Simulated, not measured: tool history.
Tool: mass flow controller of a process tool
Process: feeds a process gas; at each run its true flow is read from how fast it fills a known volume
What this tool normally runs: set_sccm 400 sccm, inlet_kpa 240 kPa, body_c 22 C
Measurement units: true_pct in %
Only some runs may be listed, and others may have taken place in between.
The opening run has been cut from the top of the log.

{"run": 2, "hour": 51.2, "set_sccm": 400, "inlet_kpa": 240, "body_c": 35, "true_pct": 101.56}
{"run": 3, "hour": 105.4, "set_sccm": 400, "inlet_kpa": 240, "body_c": 35, "true_pct": 101.55}
{"run": 4, "hour": 143.8, "set_sccm": 400, "inlet_kpa": 240, "body_c": 35, "true_pct": 101.58}
{"run": 5, "hour": 209.9, "set_sccm": 400, "inlet_kpa": 240, "body_c": 35, "true_pct": 101.65}
{"run": 6, "hour": 280.5, "set_sccm": 400, "inlet_kpa": 240, "body_c": 35, "true_pct": 101.6}
{"run": 7, "hour": 322.8, "set_sccm": 400, "inlet_kpa": 240, "body_c": 22, "true_pct": 100.18}
{"run": 8, "hour": 383.1, "set_sccm": 400, "inlet_kpa": 253, "body_c": 22, "true_pct": 100.28}
{"run": 9, "hour": 460.6, "set_sccm": 400, "inlet_kpa": 253, "body_c": 22, "true_pct": 100.33}
{"run": 10, "hour": 518.9, "set_sccm": 400, "inlet_kpa": 240, "body_c": 37, "true_pct": 101.9}
{"run": 11, "hour": 553.2, "set_sccm": 400, "inlet_kpa": 240, "body_c": 37, "true_pct": 101.93}
{"run": 12, "hour": 613.1, "set_sccm": 400, "inlet_kpa": 240, "body_c": 37, "true_pct": 102.1}
{"run": 13, "hour": 684.0, "set_sccm": 400, "inlet_kpa": 240, "body_c": 26, "true_pct": 100.82}
{"run": 14, "hour": 737.3, "set_sccm": 400, "inlet_kpa": 240, "body_c": 26, "true_pct": 100.83}
{"run": 15, "hour": 793.9, "set_sccm": 400, "inlet_kpa": 240, "body_c": 26, "true_pct": 100.93}
{"run": 16, "hour": 859.5, "set_sccm": 400, "inlet_kpa": 240, "body_c": 26, "true_pct": 100.93}
{"run": 17, "hour": 905.3, "set_sccm": 400, "inlet_kpa": 272, "body_c": 26, "true_pct": 101.07}
{"run": 18, "hour": 945.8, "set_sccm": 400, "inlet_kpa": 272, "body_c": 26, "true_pct": 101.0}
{"run": 19, "hour": 1020.6, "set_sccm": 400, "inlet_kpa": 240, "body_c": 22, "true_pct": 100.65}
{"run": 20, "hour": 1070.7, "set_sccm": 400, "inlet_kpa": 240, "body_c": 22, "true_pct": 100.6}

Run 21 comes next. What will it give?
{"run": 21, "hour": 1102.7, "set_sccm": 400, "inlet_kpa": 240, "body_c": 22, "true_pct": "?"}

true_pct: 100.56 %
Had the tool carried no hidden state, the very same run would have given true_pct 99.47 %.

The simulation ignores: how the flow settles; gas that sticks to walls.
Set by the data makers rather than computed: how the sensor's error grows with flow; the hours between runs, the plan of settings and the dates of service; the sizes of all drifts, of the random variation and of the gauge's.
